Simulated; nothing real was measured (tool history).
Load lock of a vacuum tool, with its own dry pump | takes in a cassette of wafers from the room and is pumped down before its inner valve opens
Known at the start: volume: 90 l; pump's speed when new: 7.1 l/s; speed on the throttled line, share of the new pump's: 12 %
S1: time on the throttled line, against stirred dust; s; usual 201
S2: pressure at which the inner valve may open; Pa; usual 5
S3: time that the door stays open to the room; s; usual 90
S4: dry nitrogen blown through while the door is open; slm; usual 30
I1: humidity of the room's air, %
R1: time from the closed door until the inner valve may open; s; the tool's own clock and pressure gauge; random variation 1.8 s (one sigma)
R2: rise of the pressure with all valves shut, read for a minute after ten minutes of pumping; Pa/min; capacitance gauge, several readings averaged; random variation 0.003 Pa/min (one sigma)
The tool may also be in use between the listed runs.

| run | hour | S1 | S2 | S3 | S4 | I1 | R1 | R2 |
|---|---|---|---|---|---|---|---|---|
| 1 | 0 | 201 | 5 | 90 | 30 | 43.7 | 306.2 | 0.205 |
| 2 | 324.1 | 193 | 5 | 90 | 30 | 45.7 | 299.5 | 0.217 |
| 3 | 895.4 | 178 | 5 | 90 | 30 | 48 | 283.9 | 0.239 |
| 4 | 1439.9 | 201 | 5 | 90 | 30 | 52 | 308.1 | 0.252 |
| 5 | 1899.5 | 201 | 5 | 90 | 6 | 43.8 | 308.5 | 0.276 |
| 6 | 2312.1 | 201 | 5 | 90 | 30 | 41.8 | 310.2 | 0.275 |
| 7 | 2566.3 | 201 | 5 | 90 | 30 | 46.9 | 308.6 | 0.286 |
| 8 | 2932.6 | 201 | 5 | 90 | 30 | 45.9 | 311 | 0.301 |
| 9 | 3247 | 201 | 5 | 90 | 30 | 47.4 | 309.3 | 0.309 |
|  | 3371.4 | door's seal changed, seat wiped |
| 10 | 3778.1 | 201 | 5 | 31 | 32 | 45.3 | 313.1 | 0.01 |
| 11 | 4279.6 | 137 | 5 | 64 | 32 | 46 | 251 | 0.022 |
| 12 | 4891.1 | 326 | 5 | 90 | 4 | 43.9 | 419.5 | 0.044 |
| 13 | 5455.3 | 326 | 5 | 90 | 4 | 47 | 424.1 | 0.047 |

Forecast each of these 3 alternatives for the next run:
| A | 5762.2 | 326 | 9 | 76 | 4 | 45.4 | ? | ? |
| B | 5762.2 | 201 | 5 | 86 | 30 | 49.4 | ? | ? |
| C | 5762.2 | 326 | 8 | 39 | 6 | 47.3 | ? | ? |

| run | R1 | R2 |
|---|---|---|
| A | 411.7 | 0.047 |
| B | 309.7 | 0.039 |
| C | 414.7 | 0.036 |
Without the tool's hidden state the same runs would have given:
| run | R1 | R2 |
|---|---|---|
| A | 406.1 | 0.028 |
| B | 302.9 | 0.02 |
| C | 408.9 | 0.018 |
